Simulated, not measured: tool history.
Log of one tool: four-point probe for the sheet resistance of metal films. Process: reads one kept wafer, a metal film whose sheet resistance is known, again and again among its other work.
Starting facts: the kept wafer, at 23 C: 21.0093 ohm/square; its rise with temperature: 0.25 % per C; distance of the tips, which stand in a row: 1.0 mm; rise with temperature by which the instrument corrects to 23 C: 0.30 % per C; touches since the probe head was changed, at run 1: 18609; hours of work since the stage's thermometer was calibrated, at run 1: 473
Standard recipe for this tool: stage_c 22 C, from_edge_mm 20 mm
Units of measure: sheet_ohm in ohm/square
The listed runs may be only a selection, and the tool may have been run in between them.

run,hour,stage_c,from_edge_mm,touches since the probe head was changed,hours of work since the stage's thermometer was calibrated,sheet_ohm
1,0,22,20,18609,473,20.992974
2,77.3,22,20,22635,520,21.002771
3,148.9,22,5,26370,564,21.423462
4,224.4,22,5,30304,610,21.421274
5,344.3,22,5,36553,683,21.438568
6,411.6,22,23,40056,725,21.018132
7,528.7,22,50,46158,796,21.009503
8,634.6,27,20,51681,861,21.00285
9,756.8,27,20,58047,936,21.004533
10,898.5,22,20,65433,1023,21.05351
11,1014,22,20,71448,1093,21.063017
12,1106.9,21,20,76292,1150,21.077319
13,1194.1,22,20,80834,1204,21.072644
14,1287.1,24,20,85683,1261,21.064956
# hour 1368.8: stage's thermometer calibrated
15,1390.4,32,20,91038,13,20.984851
16,1527.4,22,20,98179,97,21.078972
17,1606.7,22,10,102310,146,21.172968
18,1664.3,18,10,105311,181,21.210007
19,1784.4,18,10,111567,254,21.211657
20,1872.3,22,38,116150,308,21.076011
21,2007.2,26,38,123181,391,21.054351
22,2102.2,26,38,128133,449,21.055869
23,2215.7,22,20,134046,518,21.126141
24,2326.3,22,20,139810,586,21.135148
25,2461.5,30,63,146855,669,21.041123
26,2584,32,3,153237,744,22.219632
27,2706.1,32,3,159601,819,22.215535
28,2847.1,30,6,166949,905,21.369401
29,2980.2,20,16,173884,986,21.206559
30,3110.5,18,74,180675,1066,21.18144
# hour 3232.5: new probe head fitted
31,3245.8,33,9,694,1148,21.046611
32,3311.2,26,3,4100,1188,22.149325
33,3414.3,30,32,9475,1252,20.958794
# hour 3512.5: stage's thermometer calibrated
34,3555.9,22,5,16826,27,21.447088
35,3616.1,22,5,19964,63,21.44664
36,3678.2,18,22,23200,101,21.070638
37,3753.3,23,6,27115,147,21.320761
38,3823.7,24,6,30782,190,21.311779
39,3888.1,24,6,34141,230,21.320932

Run 40 comes next. What will it give?
40,3956.5,21,22,37705,272,?

{"run 40": {"sheet_ohm": 21.064962}}
Without the tool's hidden state the same run would have given sheet_ohm 21.053726 ohm/square.

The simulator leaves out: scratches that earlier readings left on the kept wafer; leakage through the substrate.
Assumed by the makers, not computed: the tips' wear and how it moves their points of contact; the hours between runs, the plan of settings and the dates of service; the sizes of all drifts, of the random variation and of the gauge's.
